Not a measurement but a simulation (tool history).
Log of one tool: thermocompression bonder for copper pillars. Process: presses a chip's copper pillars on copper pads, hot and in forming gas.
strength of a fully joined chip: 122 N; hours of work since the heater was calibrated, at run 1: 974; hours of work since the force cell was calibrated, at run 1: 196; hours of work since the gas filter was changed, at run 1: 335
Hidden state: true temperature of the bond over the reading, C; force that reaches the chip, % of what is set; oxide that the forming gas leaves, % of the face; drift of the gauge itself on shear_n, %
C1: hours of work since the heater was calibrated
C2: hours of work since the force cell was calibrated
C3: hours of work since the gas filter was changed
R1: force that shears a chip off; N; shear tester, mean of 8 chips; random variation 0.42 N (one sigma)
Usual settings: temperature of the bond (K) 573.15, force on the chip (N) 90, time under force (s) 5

run 1 day=0 | temperature_of_the_bond_(K)=573.15 force_on_the_chip_(N)=90 time_under_force_(s)=5 | C1=974 C2=196 C3=335 | R1=73.8
run 2 day=0.421 | temperature_of_the_bond_(K)=573.15 force_on_the_chip_(N)=111 time_under_force_(s)=5 | C1=980 C2=201 C3=340 | R1=79
run 3 day=1.083 | temperature_of_the_bond_(K)=573.15 force_on_the_chip_(N)=111 time_under_force_(s)=5 | C1=988 C2=209 C3=349 | R1=80.3
run 4 day=1.725 | temperature_of_the_bond_(K)=573.15 force_on_the_chip_(N)=111 time_under_force_(s)=5 | C1=996 C2=217 C3=357 | R1=79.6
run 5 day=2.271 | temperature_of_the_bond_(K)=573.15 force_on_the_chip_(N)=90 time_under_force_(s)=5 | C1=1003 C2=224 C3=364 | R1=73.2
run 6 day=2.879 | temperature_of_the_bond_(K)=573.15 force_on_the_chip_(N)=90 time_under_force_(s)=5 | C1=1011 C2=232 C3=371 | R1=73
run 7 day=3.221 | temperature_of_the_bond_(K)=576.15 force_on_the_chip_(N)=90 time_under_force_(s)=5 | C1=1015 C2=236 C3=376 | R1=74.4
run 8 day=3.825 | temperature_of_the_bond_(K)=573.15 force_on_the_chip_(N)=90 time_under_force_(s)=5 | C1=1023 C2=244 C3=383 | R1=72.8
-- day=3.946 force cell calibrated
run 9 day=4.271 | temperature_of_the_bond_(K)=573.15 force_on_the_chip_(N)=90 time_under_force_(s)=6 | C1=1027 C2=4 C3=388 | R1=76.9
run 10 day=4.604 | temperature_of_the_bond_(K)=573.15 force_on_the_chip_(N)=90 time_under_force_(s)=14 | C1=1032 C2=8 C3=392 | R1=94.2
run 11 day=5.104 | temperature_of_the_bond_(K)=573.15 force_on_the_chip_(N)=90 time_under_force_(s)=6 | C1=1038 C2=15 C3=399 | R1=77.1
run 12 day=5.833 | temperature_of_the_bond_(K)=573.15 force_on_the_chip_(N)=90 time_under_force_(s)=6 | C1=1047 C2=24 C3=408 | R1=77.3
run 13 day=6.288 | temperature_of_the_bond_(K)=550.15 force_on_the_chip_(N)=90 time_under_force_(s)=6 | C1=1053 C2=29 C3=413 | R1=62
run 14 day=6.6 | temperature_of_the_bond_(K)=560.15 force_on_the_chip_(N)=90 time_under_force_(s)=12 | C1=1057 C2=33 C3=417 | R1=82.9
run 15 day=7.171 | temperature_of_the_bond_(K)=560.15 force_on_the_chip_(N)=90 time_under_force_(s)=12 | C1=1064 C2=41 C3=425 | R1=82.4
-- day=7.712 force cell calibrated, once more
run 16 day=7.908 | temperature_of_the_bond_(K)=560.15 force_on_the_chip_(N)=90 time_under_force_(s)=12 | C1=1072 C2=2 C3=433 | R1=81.7
run 17 day=8.35 | temperature_of_the_bond_(K)=565.15 force_on_the_chip_(N)=97 time_under_force_(s)=7 | C1=1078 C2=8 C3=439 | R1=76
run 18 day=8.85 | temperature_of_the_bond_(K)=565.15 force_on_the_chip_(N)=97 time_under_force_(s)=7 | C1=1084 C2=14 C3=445 | R1=75.6
run 19 day=9.296 | temperature_of_the_bond_(K)=599.15 force_on_the_chip_(N)=68 time_under_force_(s)=9 | C1=1090 C2=20 C3=451 | R1=90.8

How the hidden state differs across the entries between the runs, from the last listed run before each to the first after it:
Between runs 8 and 9: force cell calibrated (day 3.946)
  force that reaches the chip, % of what is set: 102 -> 103.4; oxide that the forming gas leaves, % of the face: 4.95 -> 5
  measured less the result without the state, R1: -6.6 -> -6.4 N
Between runs 15 and 16: force cell calibrated, once more (day 7.712)
  force that reaches the chip, % of what is set: 103.5 -> 100.2; oxide that the forming gas leaves, % of the face: 5.44 -> 5.55
  measured less the result without the state, R1: -7.2 -> -8.2 N
